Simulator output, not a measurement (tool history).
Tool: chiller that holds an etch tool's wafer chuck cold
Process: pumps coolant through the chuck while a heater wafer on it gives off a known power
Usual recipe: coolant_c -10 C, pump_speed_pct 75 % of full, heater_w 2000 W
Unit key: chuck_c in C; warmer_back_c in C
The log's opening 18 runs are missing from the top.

run,hour,coolant_c,pump_speed_pct,heater_w,chuck_c,warmer_back_c
19,368.9,-9,79,2115,9,8.6
# hour 377.9: coolant pump overhauled, once more
20,401.1,-9,94,1285,1,4.4
21,415.5,-9,94,1285,0.8,4.35
22,430.4,-9,94,1285,0.9,4.31
23,458.8,-2,90,1323,8.3,4.75
24,474.7,-2,90,1323,8.5,4.75
25,487,-7,75,1064,2.3,4.6
26,514.1,-7,75,1064,2.4,4.61
27,531.6,-12,63,2416,11.7,12.35
28,560.9,-12,63,2416,11.6,12.36
29,579.6,-12,97,1654,0.3,5.44
30,600.9,-12,97,1654,0.4,5.41
31,627.8,-12,62,2572,13.3,13.44

Predict each of these 5 candidate next runs independently; none follows another, all start after run 31:
A,653,-10,75,2922,?,?
B,653,-10,65,2000,?,?
C,653,-11,67,2846,?,?
D,653,-10,78,2000,?,?
E,653,-20,62,2572,?,?

run,chuck_c,warmer_back_c
A,15.5,12.5
B,9.4,9.92
C,15.8,13.68
D,7.2,8.24
E,5.4,13.36
Take away the tool's hidden state, keep each run's random variation, and the runs would have read:
run,chuck_c,warmer_back_c
A,14.4,12.45
B,8.6,9.89
C,14.7,13.64
D,6.4,8.22
E,4.4,13.32

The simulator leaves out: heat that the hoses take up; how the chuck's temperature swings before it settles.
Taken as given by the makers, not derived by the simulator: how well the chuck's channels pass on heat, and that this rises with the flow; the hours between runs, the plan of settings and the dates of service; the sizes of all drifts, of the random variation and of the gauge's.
